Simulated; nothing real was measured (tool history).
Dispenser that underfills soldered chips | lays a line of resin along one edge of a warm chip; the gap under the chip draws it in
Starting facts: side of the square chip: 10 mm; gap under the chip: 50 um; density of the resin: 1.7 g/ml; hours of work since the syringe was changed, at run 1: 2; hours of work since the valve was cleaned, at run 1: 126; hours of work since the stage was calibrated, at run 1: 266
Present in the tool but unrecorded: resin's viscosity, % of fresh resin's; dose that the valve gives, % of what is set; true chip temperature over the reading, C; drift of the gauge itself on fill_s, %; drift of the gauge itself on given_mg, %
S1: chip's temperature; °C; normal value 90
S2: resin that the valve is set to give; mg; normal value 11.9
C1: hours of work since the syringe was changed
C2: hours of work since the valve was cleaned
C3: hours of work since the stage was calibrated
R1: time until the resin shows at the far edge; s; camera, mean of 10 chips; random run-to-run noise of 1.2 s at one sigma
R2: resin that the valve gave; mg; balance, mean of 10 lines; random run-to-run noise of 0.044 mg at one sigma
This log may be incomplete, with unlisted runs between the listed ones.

run 1 hour=0.0 | S1=90 S2=11.9 | C1=2 C2=126 C3=266 | R1=142.6 R2=11.11
run 2 hour=6.1 | S1=90 S2=11.9 | C1=7 C2=131 C3=271 | R1=176.5 R2=11.05
-- hour=10.2 dispensing valve cleaned and set on the balance
-- hour=11.1 new syringe of resin
run 3 hour=12.7 | S1=90 S2=13.8 | C1=1 C2=2 C3=275 | R1=129.9 R2=13.83
run 4 hour=20.3 | S1=90 S2=13.8 | C1=7 C2=7 C3=281 | R1=170.1 R2=13.75
-- hour=24.5 new syringe of resin
run 5 hour=29.5 | S1=90 S2=13.8 | C1=4 C2=14 C3=287 | R1=147.1 R2=13.73
run 6 hour=36.0 | S1=90 S2=13.8 | C1=9 C2=19 C3=292 | R1=183.2 R2=13.61
-- hour=37.9 new syringe of resin
run 7 hour=44.1 | S1=90 S2=13.8 | C1=5 C2=25 C3=298 | R1=154.1 R2=13.53
-- hour=50.8 new syringe of resin
run 8 hour=52.6 | S1=77 S2=11.9 | C1=1 C2=31 C3=304 | R1=227.5 R2=11.69
-- hour=63.7 new syringe of resin
run 9 hour=64.0 | S1=77 S2=11.9 | C1=0 C2=40 C3=313 | R1=223.5 R2=11.73
run 10 hour=74.9 | S1=102 S2=15.4 | C1=8 C2=48 C3=321 | R1=113.2 R2=15.03
-- hour=77.2 new syringe of resin
run 11 hour=83.9 | S1=90 S2=11.6 | C1=5 C2=54 C3=328 | R1=161.4 R2=11.26
-- hour=90.4 new syringe of resin
run 12 hour=92.2 | S1=85 S2=14.1 | C1=1 C2=60 C3=334 | R1=163.4 R2=13.64
run 13 hour=97.4 | S1=92 S2=10.8 | C1=5 C2=64 C3=338 | R1=156.3 R2=10.44
-- hour=103.7 new syringe of resin
run 14 hour=107.2 | S1=92 S2=10.8 | C1=3 C2=71 C3=345 | R1=137.8 R2=10.45
run 15 hour=111.9 | S1=79 S2=12.4 | C1=6 C2=75 C3=348 | R1=273.3 R2=11.87
-- hour=117.5 new syringe of resin
run 16 hour=119.9 | S1=79 S2=12.4 | C1=2 C2=81 C3=354 | R1=216.3 R2=11.89
run 17 hour=129.6 | S1=79 S2=12.4 | C1=9 C2=88 C3=362 | R1=307.4 R2=11.83
-- hour=130.9 new syringe of resin
run 18 hour=140.2 | S1=95 S2=11.9 | C1=7 C2=96 C3=369 | R1=147.0 R2=11.30

Each row is a separate what-if for the run after 18, all from the same tool condition, not one after another. Results?
-- hour=144.7 new syringe of resin
run A hour=151.5 | S1=79 S2=14.8 | C1=5 C2=104 C3=378 | R1=? R2=?
-- hour=144.7 new syringe of resin
run B hour=151.5 | S1=77 S2=15.1 | C1=5 C2=104 C3=378 | R1=? R2=?
-- hour=144.7 new syringe of resin
run C hour=151.5 | S1=96 S2=13.5 | C1=5 C2=104 C3=378 | R1=? R2=?
-- hour=144.7 new syringe of resin
run D hour=151.5 | S1=98 S2=11.6 | C1=5 C2=104 C3=378 | R1=? R2=?
-- hour=144.7 new syringe of resin
run E hour=151.5 | S1=78 S2=12.2 | C1=5 C2=104 C3=378 | R1=? R2=?

run=A R1=250.5 R2=13.93
run=B R1=271.7 R2=14.27
run=C R1=125.8 R2=12.70
run=D R1=121.6 R2=10.89
run=E R1=262.9 R2=11.53
With no hidden state in the tool, these same runs would have given:
run=A R1=186.3 R2=14.78
run=B R1=202.1 R2=15.14
run=C R1=93.6 R2=13.48
run=D R1=89.8 R2=11.55
run=E R1=193.8 R2=12.24
